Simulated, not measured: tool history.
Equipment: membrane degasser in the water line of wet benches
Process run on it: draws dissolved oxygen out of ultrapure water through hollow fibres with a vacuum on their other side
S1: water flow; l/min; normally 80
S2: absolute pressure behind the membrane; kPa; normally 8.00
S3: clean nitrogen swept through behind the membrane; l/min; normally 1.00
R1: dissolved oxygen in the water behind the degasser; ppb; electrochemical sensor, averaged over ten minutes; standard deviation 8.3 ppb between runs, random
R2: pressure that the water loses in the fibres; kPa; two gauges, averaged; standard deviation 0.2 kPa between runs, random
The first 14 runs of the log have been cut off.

| run | hour | S1 | S2 | S3 | R1 | R2 |
|---|---|---|---|---|---|---|
| 15 | 2255.3 | 80 | 8.00 | 1.00 | 841.2 | 42.58 |
| 16 | 2372.2 | 107 | 8.00 | 1.00 | 1104.8 | 57.69 |
| 17 | 2506.6 | 85 | 5.01 | 1.00 | 526.2 | 45.22 |
| 18 | 2685.8 | 69 | 7.64 | 1.15 | 630.6 | 36.92 |
|  | 2746.8 | seals of the vacuum lines changed |
| 19 | 2871.3 | 82 | 10.06 | 1.00 | 1104.1 | 43.69 |
| 20 | 3044.4 | 82 | 10.06 | 1.00 | 1086.4 | 44.00 |
| 21 | 3259.2 | 82 | 14.30 | 1.31 | 1311.8 | 44.12 |
| 22 | 3423.9 | 59 | 8.00 | 0.58 | 813.0 | 31.75 |
| 23 | 3584.0 | 59 | 8.00 | 0.58 | 811.7 | 31.71 |
| 24 | 3799.2 | 59 | 8.00 | 0.58 | 810.9 | 31.67 |
| 25 | 3987.4 | 59 | 8.00 | 0.58 | 819.0 | 32.11 |
| 26 | 4188.4 | 59 | 8.00 | 0.58 | 800.2 | 31.98 |
| 27 | 4288.9 | 58 | 8.00 | 1.79 | 420.5 | 31.25 |
|  | 4380.5 | membrane cartridge changed |
| 28 | 4408.0 | 75 | 8.00 | 1.00 | 766.7 | 40.31 |
| 29 | 4523.1 | 87 | 16.65 | 1.00 | 1836.1 | 46.76 |
| 30 | 4639.5 | 87 | 16.65 | 1.00 | 1854.0 | 46.79 |
|  | 4758.8 | gauge calibrated |
| 31 | 4844.0 | 65 | 8.00 | 1.01 | 667.5 | 34.70 |
| 32 | 4993.2 | 97 | 6.18 | 0.62 | 927.3 | 50.90 |

Forecast each of these 4 alternatives for the next run:
|  | 5184.1 | vacuum gauge calibrated |
| A | 5211.7 | 63 | 8.00 | 2.60 | ? | ? |
|  | 5184.1 | vacuum gauge calibrated |
| B | 5211.7 | 72 | 6.76 | 1.75 | ? | ? |
|  | 5184.1 | vacuum gauge calibrated |
| C | 5211.7 | 72 | 8.00 | 1.00 | ? | ? |
|  | 5184.1 | vacuum gauge calibrated |
| D | 5211.7 | 61 | 7.76 | 2.00 | ? | ? |

| run | R1 | R2 |
|---|---|---|
| A | 377.9 | 32.96 |
| B | 471.9 | 38.03 |
| C | 745.9 | 37.86 |
| D | 411.6 | 32.23 |
Stripped of hidden state, with their random variation kept, the same runs would have yielded:
| run | R1 | R2 |
|---|---|---|
| A | 377.8 | 32.88 |
| B | 471.8 | 37.94 |
| C | 745.9 | 37.77 |
| D | 411.5 | 32.15 |

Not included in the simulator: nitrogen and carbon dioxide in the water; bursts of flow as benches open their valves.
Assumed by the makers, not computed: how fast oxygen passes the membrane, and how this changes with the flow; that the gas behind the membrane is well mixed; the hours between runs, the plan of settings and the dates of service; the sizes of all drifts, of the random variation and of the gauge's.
